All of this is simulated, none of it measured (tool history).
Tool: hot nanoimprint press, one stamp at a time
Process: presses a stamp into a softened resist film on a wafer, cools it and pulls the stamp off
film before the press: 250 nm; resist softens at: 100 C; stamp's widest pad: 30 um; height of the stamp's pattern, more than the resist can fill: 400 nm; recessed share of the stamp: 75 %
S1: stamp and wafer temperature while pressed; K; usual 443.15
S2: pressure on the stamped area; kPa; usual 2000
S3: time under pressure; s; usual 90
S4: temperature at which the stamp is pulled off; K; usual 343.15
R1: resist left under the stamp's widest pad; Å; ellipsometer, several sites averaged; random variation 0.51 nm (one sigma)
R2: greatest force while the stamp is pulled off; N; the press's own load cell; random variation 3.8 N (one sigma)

run   hour      S1    S2  S3      S4    R1   R2
  1    0.0  443.15  2000  90  343.15  1501  188
  2   21.8  443.15  2000  90  334.15  1502  208
      32.4  -- stamp cleaned and given a new release coat
  3   56.1  443.15  2000  90  334.15  1492  201
  4   92.2  443.15  2000  90  334.15  1498  200
  5  129.0  443.15  2000  90  343.15  1496  188
  6  162.3  443.15  2000  90  343.15  1487  183
  7  199.7  443.15  2000  90  343.15  1484  179
     224.2  -- plate thermocouple calibrated
  8  235.6  443.15  2000  90  343.15  1489  185
  9  257.0  437.15  2830  75  329.15  1538  208
 10  280.6  443.15  1480  86  343.15  1725  194
 11  300.0  433.15  2250  90  344.15  1793  186
 12  334.7  443.15  2000  57  343.15  1672  181
 13  357.5  431.15  2490  47  343.15  2025  187

Some steps in R1 between neighbouring runs. How much of each would the tool show without its hidden state too (settings, what came in, random variation), and how much is left for the hidden state, with any gauge scatter that isn't in both results?
The hidden state here: true temperature over the reading, C; pressure that arrives at the usual setting, %; grip of the stamp's worn release coat, % over a new coat's; drift of the gauge itself on residual_nm, %; drift of the gauge itself on pull_off_n, %.
Run 12 -> 13: S1 443.15 -> 431.15, S2 2000 -> 2490, S3 57 -> 47. R1 +353 Å: hidden state -4, all else +357.

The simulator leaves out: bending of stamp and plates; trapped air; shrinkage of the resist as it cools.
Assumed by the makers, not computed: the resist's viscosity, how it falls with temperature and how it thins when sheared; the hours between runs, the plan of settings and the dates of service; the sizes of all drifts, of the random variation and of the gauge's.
